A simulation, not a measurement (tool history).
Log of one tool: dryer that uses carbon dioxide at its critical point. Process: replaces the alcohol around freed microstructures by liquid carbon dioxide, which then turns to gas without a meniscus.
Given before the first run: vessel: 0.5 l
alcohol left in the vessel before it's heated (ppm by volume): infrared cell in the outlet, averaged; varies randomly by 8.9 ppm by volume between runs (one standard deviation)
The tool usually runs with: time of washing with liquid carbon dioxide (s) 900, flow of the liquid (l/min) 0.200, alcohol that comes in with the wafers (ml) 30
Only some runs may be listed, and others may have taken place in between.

run	hour	time of washing with liquid carbon dioxide (s)	flow of the liquid (l/min)	alcohol that comes in with the wafers (ml)	alcohol left in the vessel before it's heated (ppm by volume)
1	0.0	900	0.200	30	695
2	7.6	900	0.200	30	688
3	17.4	900	0.200	55	1163
4	31.3	540	0.200	30	3965
5	39.1	540	0.200	30	3921
6	45.5	540	0.200	30	4090
7	58.7	540	0.200	30	3914
8	67.6	900	0.200	30	700
9	75.2	900	0.200	30	717
10	81.3	900	0.200	30	719
11	94.6	660	0.200	30	2245
12	107.3	660	0.200	30	2229
13	118.4	660	0.200	30	2323
14	126.1	840	0.200	30	981
15	135.0	840	0.200	30	972
16	142.4	840	0.200	40	1252
# hour 148.7: inlet filter changed
17	150.0	840	0.200	40	993
18	162.9	900	0.219	30	379
19	170.9	900	0.200	30	589
20	179.8	600	0.200	30	2496
21	190.1	600	0.200	30	2522
22	199.3	600	0.200	30	2553
23	212.2	600	0.200	30	2558
24	225.5	900	0.200	30	603
25	239.2	1080	0.152	21	671
26	248.1	720	0.246	94	1654
27	257.5	720	0.246	96	1732
28	268.4	1080	0.330	51	112
29	282.0	1080	0.330	51	106
30	289.0	780	0.192	46	1912
31	301.2	780	0.171	36	2349
32	307.2	720	0.200	62	2854
33	316.3	720	0.200	62	2830
34	323.1	900	0.200	35	713
35	330.1	900	0.200	87	1621
36	337.0	900	0.282	30	184
37	349.9	1440	0.257	66	131
38	356.1	1440	0.257	66	134
39	367.4	1440	0.257	66	126
40	379.1	1200	0.214	51	226
41	392.6	780	0.271	45	422
42	403.2	720	0.265	30	483
43	414.3	720	0.175	87	6728
44	424.1	1020	0.294	28	161
45	434.9	720	0.294	39	397
46	447.8	720	0.294	21	282
47	461.9	720	0.294	21	279

How would selected steps in alcohol left in the vessel before it's heated (ppm by volume) from run to run divide? Give the signed amount a tool lacking its hidden state would still show from settings, what came in and random variation, and the signed amount left for the hidden state, including any gauge scatter that is not in both of the compared results.
Hidden state present: flow that reaches the vessel past the clogged filter, %; alcohol in the recycled carbon dioxide, ppm; drift of the gauge itself on alcohol_ppm, %.
Run 7 -> 8: time of washing with liquid carbon dioxide (s) 540 -> 900. alcohol left in the vessel before it's heated (ppm by volume) -3214: hidden state -429, all else -2785.
Run 42 -> 43: flow of the liquid (l/min) 0.265 -> 0.175, alcohol that comes in with the wafers (ml) 30 -> 87. alcohol left in the vessel before it's heated (ppm by volume) +6245: hidden state +370, all else +5875.
Run 43 -> 44: time of washing with liquid carbon dioxide (s) 720 -> 1020, flow of the liquid (l/min) 0.175 -> 0.294, alcohol that comes in with the wafers (ml) 87 -> 28. alcohol left in the vessel before it's heated (ppm by volume) -6567: hidden state -395, all else -6172.
